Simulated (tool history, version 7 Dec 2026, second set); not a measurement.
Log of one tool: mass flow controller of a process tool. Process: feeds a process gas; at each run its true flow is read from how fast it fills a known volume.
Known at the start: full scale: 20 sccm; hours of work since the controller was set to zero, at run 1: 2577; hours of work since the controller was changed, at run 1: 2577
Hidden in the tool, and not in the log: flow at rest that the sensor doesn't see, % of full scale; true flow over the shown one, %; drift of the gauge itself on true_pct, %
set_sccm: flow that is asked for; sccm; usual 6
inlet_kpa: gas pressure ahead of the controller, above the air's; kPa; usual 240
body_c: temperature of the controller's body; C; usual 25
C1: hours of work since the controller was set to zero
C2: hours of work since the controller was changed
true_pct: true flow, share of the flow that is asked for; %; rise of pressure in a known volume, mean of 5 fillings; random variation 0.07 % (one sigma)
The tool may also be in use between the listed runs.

{"run": 1, "day": 0.0, "set_sccm": 6, "inlet_kpa": 240, "body_c": 25, "C1": 2577, "C2": 2577, "true_pct": 98.06}
{"run": 2, "day": 7.367, "set_sccm": 6, "inlet_kpa": 240, "body_c": 25, "C1": 2661, "C2": 2661, "true_pct": 98.08}
{"run": 3, "day": 13.717, "set_sccm": 6, "inlet_kpa": 240, "body_c": 25, "C1": 2734, "C2": 2734, "true_pct": 98.13}
{"run": 4, "day": 19.154, "set_sccm": 6, "inlet_kpa": 240, "body_c": 25, "C1": 2796, "C2": 2796, "true_pct": 98.13}
{"run": 5, "day": 25.371, "set_sccm": 6, "inlet_kpa": 240, "body_c": 25, "C1": 2867, "C2": 2867, "true_pct": 98.12}
{"run": 6, "day": 31.042, "set_sccm": 6, "inlet_kpa": 153, "body_c": 25, "C1": 2931, "C2": 2931, "true_pct": 97.35}
{"run": 7, "day": 38.229, "set_sccm": 6, "inlet_kpa": 240, "body_c": 25, "C1": 3013, "C2": 3013, "true_pct": 98.01}
{"run": 8, "day": 42.729, "set_sccm": 6, "inlet_kpa": 240, "body_c": 27, "C1": 3065, "C2": 3065, "true_pct": 98.29}
{"run": 9, "day": 50.012, "set_sccm": 6, "inlet_kpa": 240, "body_c": 27, "C1": 3148, "C2": 3148, "true_pct": 98.28}
{"run": 10, "day": 54.962, "set_sccm": 6, "inlet_kpa": 240, "body_c": 27, "C1": 3204, "C2": 3204, "true_pct": 98.44}
{"run": 11, "day": 61.746, "set_sccm": 6, "inlet_kpa": 255, "body_c": 35, "C1": 3281, "C2": 3281, "true_pct": 99.24}
{"run": 12, "day": 66.158, "set_sccm": 6, "inlet_kpa": 255, "body_c": 35, "C1": 3332, "C2": 3332, "true_pct": 99.16}
{"run": 13, "day": 75.138, "set_sccm": 14, "inlet_kpa": 154, "body_c": 39, "C1": 3434, "C2": 3434, "true_pct": 100.03}
{"run": 14, "day": 83.258, "set_sccm": 3, "inlet_kpa": 174, "body_c": 34, "C1": 3527, "C2": 3527, "true_pct": 97.97}
{"run": 15, "day": 89.742, "set_sccm": 3, "inlet_kpa": 245, "body_c": 38, "C1": 3601, "C2": 3601, "true_pct": 98.87}
{"run": 16, "day": 98.071, "set_sccm": 11, "inlet_kpa": 240, "body_c": 25, "C1": 3696, "C2": 3696, "true_pct": 98.93}
{"run": 17, "day": 104.367, "set_sccm": 8, "inlet_kpa": 240, "body_c": 23, "C1": 3768, "C2": 3768, "true_pct": 98.32}
{"run": 18, "day": 111.567, "set_sccm": 3, "inlet_kpa": 212, "body_c": 21, "C1": 3850, "C2": 3850, "true_pct": 97.08}

Forecast each of these 4 alternatives for the next run:
{"run": "A", "day": 115.696, "set_sccm": 9, "inlet_kpa": 240, "body_c": 27, "C1": 3897, "C2": 3897, "true_pct": "?"}
{"run": "B", "day": 115.696, "set_sccm": 6, "inlet_kpa": 164, "body_c": 34, "C1": 3897, "C2": 3897, "true_pct": "?"}
{"run": "C", "day": 115.696, "set_sccm": 6, "inlet_kpa": 268, "body_c": 25, "C1": 3897, "C2": 3897, "true_pct": "?"}
{"run": "D", "day": 115.696, "set_sccm": 18, "inlet_kpa": 166, "body_c": 21, "C1": 3897, "C2": 3897, "true_pct": "?"}

run=A true_pct=98.67
run=B true_pct=98.30
run=C true_pct=98.49
run=D true_pct=99.10
Without the tool's hidden state the same runs would have given:
run=A true_pct=98.65
run=B true_pct=98.29
run=C true_pct=98.48
run=D true_pct=99.08

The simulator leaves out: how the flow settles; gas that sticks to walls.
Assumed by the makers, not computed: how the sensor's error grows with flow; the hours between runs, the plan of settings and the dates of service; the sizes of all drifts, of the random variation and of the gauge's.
